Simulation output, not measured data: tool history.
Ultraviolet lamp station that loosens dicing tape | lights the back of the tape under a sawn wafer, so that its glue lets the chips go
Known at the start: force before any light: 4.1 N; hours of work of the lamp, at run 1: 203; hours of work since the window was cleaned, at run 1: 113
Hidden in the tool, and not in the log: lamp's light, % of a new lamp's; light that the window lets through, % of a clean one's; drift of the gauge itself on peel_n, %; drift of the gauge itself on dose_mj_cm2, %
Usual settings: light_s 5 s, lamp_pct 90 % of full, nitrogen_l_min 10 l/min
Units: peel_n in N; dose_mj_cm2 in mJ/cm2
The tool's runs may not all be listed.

| run | day | light_s | lamp_pct | nitrogen_l_min | hours of work of the lamp | hours of work since the window was cleaned | peel_n | dose_mj_cm2 |
|---|---|---|---|---|---|---|---|---|
| 1 | 0 | 5 | 90 | 10 | 203 | 113 | 0.166 | 329 |
| 2 | 0.471 | 5 | 90 | 10 | 209 | 119 | 0.175 | 329 |
| 3 | 0.95 | 5 | 90 | 10 | 214 | 124 | 0.179 | 329 |
| 4 | 1.612 | 5 | 90 | 10 | 221 | 132 | 0.174 | 320 |
| 5 | 2.45 | 5 | 67 | 10 | 231 | 141 | 0.307 | 241 |
| 6 | 2.879 | 5 | 85 | 10 | 236 | 146 | 0.185 | 304 |
| 7 | 3.467 | 5 | 75 | 10 | 242 | 153 | 0.249 | 267 |
| 8 | 4.129 | 5 | 75 | 10 | 250 | 160 | 0.259 | 262 |
| 9 | 4.679 | 7 | 90 | 10 | 256 | 166 | 0.118 | 439 |
| 10 | 5.529 | 7 | 90 | 10 | 266 | 176 | 0.129 | 441 |
| 11 | 6.383 | 7 | 90 | 10 | 275 | 186 | 0.116 | 438 |
| 12 | 7.171 | 5 | 90 | 10 | 284 | 194 | 0.196 | 307 |
| 13 | 7.671 | 5 | 90 | 10 | 290 | 200 | 0.194 | 307 |
| 14 | 8.088 | 5 | 90 | 10 | 295 | 205 | 0.184 | 303 |
| 15 | 8.904 | 5 | 90 | 4 | 304 | 214 | 0.324 | 304 |
| 16 | 9.642 | 5 | 90 | 10 | 312 | 222 | 0.196 | 305 |
| 17 | 10.329 | 5 | 90 | 10 | 320 | 230 | 0.203 | 303 |
| 18 | 11.096 | 4 | 96 | 10 | 329 | 239 | 0.276 | 254 |
| 19 | 11.621 | 4 | 96 | 10 | 335 | 245 | 0.275 | 250 |
| 20 | 12.429 | 2 | 96 | 7 | 344 | 254 | 1.074 | 125 |
| 21 | 13.158 | 7 | 68 | 13 | 352 | 262 | 0.18 | 312 |
| 22 | 13.858 | 8 | 77 | 4 | 360 | 270 | 0.186 | 398 |
| 23 | 14.496 | 8 | 77 | 4 | 367 | 277 | 0.181 | 395 |
| 24 | 14.904 | 2 | 62 | 4 | 372 | 282 | 1.937 | 79 |
| 25 | 15.388 | 2 | 62 | 20 | 377 | 287 | 1.369 | 81 |
| 26 | 16.271 | 2 | 62 | 20 | 387 | 297 | 1.45 | 77 |
| 27 | 16.908 | 2 | 62 | 20 | 394 | 305 | 1.438 | 78 |
| 28 | 17.35 | 2 | 62 | 20 | 399 | 310 | 1.443 | 77 |
| 29 | 18.233 | 2 | 63 | 6 | 409 | 320 | 1.81 | 77 |
| 30 | 18.912 | 2 | 63 | 6 | 417 | 327 | 1.86 | 79 |
| 31 | 19.733 | 6 | 86 | 6 | 426 | 337 | 0.235 | 312 |
| 32 | 20.579 | 10 | 74 | 10 | 436 | 346 | 0.114 | 446 |

3 ways to go on from here, each from the tool as it stands after run 32. What would each give?
| A | 21.312 | 9 | 64 | 5 | 444 | 354 | ? | ? |
| B | 21.312 | 3 | 90 | 10 | 444 | 354 | ? | ? |
| C | 21.312 | 5 | 90 | 6 | 444 | 354 | ? | ? |

| run | peel_n | dose_mj_cm2 |
|---|---|---|
| A | 0.222 | 344 |
| B | 0.641 | 162 |
| C | 0.312 | 268 |
Without the tool's hidden state the same runs would have given:
| run | peel_n | dose_mj_cm2 |
|---|---|---|
| A | 0.133 | 485 |
| B | 0.34 | 228 |
| C | 0.161 | 377 |
